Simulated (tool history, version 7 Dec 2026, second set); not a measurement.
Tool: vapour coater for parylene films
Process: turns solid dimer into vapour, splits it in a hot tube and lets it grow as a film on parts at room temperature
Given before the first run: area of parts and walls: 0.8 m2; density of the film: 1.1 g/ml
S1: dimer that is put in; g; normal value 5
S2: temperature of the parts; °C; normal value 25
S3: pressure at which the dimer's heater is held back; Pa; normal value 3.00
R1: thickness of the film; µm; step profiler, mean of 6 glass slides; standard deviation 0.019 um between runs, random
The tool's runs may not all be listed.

run 1 hour=0.0 | S1=5 S2=25 S3=3.00 | R1=4.22
run 2 hour=17.5 | S1=5 S2=25 S3=3.00 | R1=4.19
run 3 hour=39.0 | S1=5 S2=25 S3=3.00 | R1=4.21
run 4 hour=56.7 | S1=5 S2=25 S3=3.00 | R1=4.22
run 5 hour=67.1 | S1=5 S2=25 S3=3.00 | R1=4.19
run 6 hour=79.0 | S1=5 S2=25 S3=3.00 | R1=4.16
run 7 hour=99.2 | S1=5 S2=31 S3=3.00 | R1=3.36
run 8 hour=115.8 | S1=5 S2=31 S3=3.00 | R1=3.39
run 9 hour=128.5 | S1=2 S2=22 S3=3.08 | R1=1.82
run 10 hour=145.3 | S1=2 S2=37 S3=5.47 | R1=0.94
run 11 hour=162.1 | S1=6 S2=18 S3=3.00 | R1=6.28
run 12 hour=178.8 | S1=7 S2=31 S3=3.65 | R1=4.44
run 13 hour=195.1 | S1=5 S2=23 S3=3.00 | R1=4.38
run 14 hour=210.4 | S1=5 S2=23 S3=3.00 | R1=4.31
run 15 hour=229.6 | S1=5 S2=36 S3=3.00 | R1=2.75
run 16 hour=251.4 | S1=9 S2=25 S3=6.47 | R1=6.24

Some steps in R1, run to run, broken into two amounts with sign: the step expected even without the hidden condition (settings, incoming material, random variation), and the rest, left for the hidden condition together with whatever gauge scatter is not in both the measured and the hidden-condition-free result:
What the log doesn't record here: vapour lost through the trap's worn valve, %; true temperature of the parts over the reading, C; drift of the gauge itself on film_um, %.
Run 10 -> 11: S1 2 -> 6, S2 37 -> 18, S3 5.47 -> 3.00. R1 +5.34 µm: hidden state -0.24, all else +5.58.
